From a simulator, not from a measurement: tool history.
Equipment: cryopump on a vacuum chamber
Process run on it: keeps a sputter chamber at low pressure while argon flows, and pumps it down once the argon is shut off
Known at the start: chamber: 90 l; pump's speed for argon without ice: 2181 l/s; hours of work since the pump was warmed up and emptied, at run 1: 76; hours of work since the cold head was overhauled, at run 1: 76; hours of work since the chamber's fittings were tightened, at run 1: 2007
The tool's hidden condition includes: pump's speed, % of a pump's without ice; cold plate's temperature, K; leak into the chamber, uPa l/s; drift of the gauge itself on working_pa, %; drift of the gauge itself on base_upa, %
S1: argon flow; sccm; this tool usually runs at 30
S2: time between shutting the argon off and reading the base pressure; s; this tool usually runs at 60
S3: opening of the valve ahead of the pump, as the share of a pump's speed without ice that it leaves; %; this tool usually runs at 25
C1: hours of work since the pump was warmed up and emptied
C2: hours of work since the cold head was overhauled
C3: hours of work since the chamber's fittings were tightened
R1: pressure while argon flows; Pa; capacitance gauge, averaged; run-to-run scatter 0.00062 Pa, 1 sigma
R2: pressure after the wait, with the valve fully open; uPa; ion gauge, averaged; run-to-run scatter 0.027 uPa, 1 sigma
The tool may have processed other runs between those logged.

| run | day | S1 | S2 | S3 | C1 | C2 | C3 | R1 | R2 |
|---|---|---|---|---|---|---|---|---|---|
| 1 | 0.000 | 30 | 60 | 25 | 76 | 76 | 2007 | 0.0957 | 1.85 |
| 2 | 1.733 | 30 | 60 | 25 | 96 | 96 | 2027 | 0.0952 | 1.97 |
| 3 | 2.908 | 30 | 60 | 25 | 110 | 110 | 2041 | 0.0949 | 1.98 |
| 4 | 4.558 | 30 | 45 | 25 | 129 | 129 | 2060 | 0.0951 | 2.30 |
| 5 | 5.800 | 30 | 45 | 25 | 143 | 143 | 2074 | 0.0952 | 2.29 |
| 6 | 7.454 | 30 | 45 | 25 | 162 | 162 | 2093 | 0.0956 | 2.31 |
| 7 | 8.783 | 30 | 60 | 25 | 178 | 178 | 2109 | 0.0943 | 1.98 |
| 8 | 9.967 | 25 | 60 | 25 | 192 | 192 | 2123 | 0.0794 | 2.04 |
| 9 | 11.600 | 34 | 83 | 53 | 210 | 210 | 2141 | 0.0525 | 1.70 |
| 10 | 13.046 | 34 | 83 | 53 | 227 | 227 | 2158 | 0.0541 | 1.73 |
| 11 | 14.962 | 33 | 83 | 53 | 249 | 249 | 2180 | 0.0512 | 1.79 |
| 12 | 16.312 | 23 | 64 | 25 | 265 | 265 | 2196 | 0.0740 | 1.99 |
| 13 | 17.750 | 23 | 64 | 20 | 282 | 282 | 2213 | 0.0925 | 1.95 |
| 14 | 18.971 | 23 | 64 | 20 | 296 | 296 | 2227 | 0.0928 | 1.99 |
| 15 | 19.792 | 31 | 109 | 49 | 305 | 305 | 2236 | 0.0528 | 1.60 |

Selected run-to-run steps in R1, each split into two signed amounts: the part the tool would show with no hidden state at all (from settings, incoming material and random variation), and the remainder, which goes to the hidden state together with any gauge scatter not common to the measured and the hidden-state-free results:
Run 14 -> 15: S1 23 -> 31, S2 64 -> 109, S3 20 -> 49. R1 -0.0400 Pa: hidden state +0.0011, all else -0.0411.
